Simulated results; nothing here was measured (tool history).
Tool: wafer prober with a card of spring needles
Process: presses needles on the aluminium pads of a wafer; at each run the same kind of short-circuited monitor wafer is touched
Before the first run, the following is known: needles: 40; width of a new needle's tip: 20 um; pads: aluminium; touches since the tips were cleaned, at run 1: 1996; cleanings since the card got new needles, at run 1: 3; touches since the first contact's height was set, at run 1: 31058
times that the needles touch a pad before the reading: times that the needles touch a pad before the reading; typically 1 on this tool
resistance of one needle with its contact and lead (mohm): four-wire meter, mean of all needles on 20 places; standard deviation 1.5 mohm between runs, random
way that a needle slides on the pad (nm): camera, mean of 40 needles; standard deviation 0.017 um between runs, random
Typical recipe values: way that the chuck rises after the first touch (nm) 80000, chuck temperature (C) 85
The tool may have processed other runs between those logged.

run	hour	way that the chuck rises after the first touch (nm)	chuck temperature (C)	times that the needles touch a pad before the reading	touches since the tips were cleaned	cleanings since the card got new needles	touches since the first contact's height was set	resistance of one needle with its contact and lead (mohm)	way that a needle slides on the pad (nm)
1	0.0	80000	85	1	1996	3	31058	185	11190
# hour 18.3: tips cleaned on abrasive film
2	21.6	80000	85	1	1278	4	39498	169	11260
3	33.8	80000	112	1	6080	4	44300	211	11190
# hour 41.9: tips cleaned on abrasive film
4	52.3	80000	85	1	4105	5	51536	198	11220
5	62.6	80000	85	1	8162	5	55593	228	11220
# hour 65.7: tips cleaned on abrasive film
# hour 75.7: height of the first contact set anew
6	80.4	80000	85	1	5653	6	1849	211	11270
# hour 88.9: tips cleaned on abrasive film
7	101.7	80000	85	1	5018	7	10168	204	11240
# hour 112.4: tips cleaned on abrasive film
8	117.8	80000	85	1	2148	8	16473	181	11250
9	130.5	80000	85	1	7134	8	21459	218	11250
# hour 135.7: tips cleaned on abrasive film
10	144.5	61000	85	1	3468	9	26930	247	8560
11	157.6	61000	85	1	8594	9	32056	292	8540
# hour 159.3: tips cleaned on abrasive film
12	171.4	80000	85	1	4737	10	37443	210	11180
# hour 183.2: tips cleaned on abrasive film
13	186.5	80000	85	1	1317	11	43348	174	11200
14	205.4	80000	85	1	8735	11	50766	231	11200
# hour 207.4: tips cleaned on abrasive film
15	218.7	80000	85	2	4423	12	55946	179	11200
# hour 230.8: tips cleaned on abrasive film
# hour 231.1: height of the first contact set anew
16	232.7	80000	70	3	608	13	608	147	11270
17	247.3	80000	70	3	6372	13	6372	170	11230
# hour 255.2: tips cleaned on abrasive film
18	267.9	80000	72	3	4970	14	14409	166	11250
# hour 278.4: tips cleaned on abrasive film
19	280.1	80000	72	3	690	15	19186	148	11230
20	294.4	69000	85	1	6305	15	24801	246	9700
# hour 301.1: tips cleaned on abrasive film
21	308.0	63000	85	1	2743	16	30108	224	8840
22	317.1	63000	85	1	6304	16	33669	271	8860
# hour 325.5: tips cleaned on abrasive film
23	328.8	63000	85	1	1317	17	38239	195	8820
24	344.0	100000	55	2	7292	17	44214	170	14050
# hour 349.7: tips cleaned on abrasive film
25	362.6	80000	85	1	5061	18	51463	214	11220
# hour 372.3: tips cleaned on abrasive film
26	378.1	80000	85	3	2263	19	57511	158	11190
# hour 386.2: height of the first contact set anew
27	393.0	67000	85	2	8022	19	2678	219	9450
# hour 395.5: tips cleaned on abrasive film
28	403.1	70000	33	3	2953	20	6582	161	9840

Below, some changes in resistance of one needle with its contact and lead (mohm) between adjacent runs. For each, the amount present without the hidden state too (settings, incoming material, random variation) and the amount remaining for the hidden state with gauge scatter not shared by both compared results:
Hidden state present: debris on the tips, nm; way that the needles fall short of the set height, um; tips' diameter, um; drift of the gauge itself on contact_mohm, %; drift of the gauge itself on scrub_um, %.
Run 11 -> 12: way that the chuck rises after the first touch (nm) 61000 -> 80000, tips cleaned on abrasive film. resistance of one needle with its contact and lead (mohm) -82: hidden state -79, all else -3.
Run 19 -> 20: way that the chuck rises after the first touch (nm) 80000 -> 69000, chuck temperature (C) 72 -> 85, times that the needles touch a pad before the reading 3 -> 1. resistance of one needle with its contact and lead (mohm) +98: hidden state +91, all else +7.
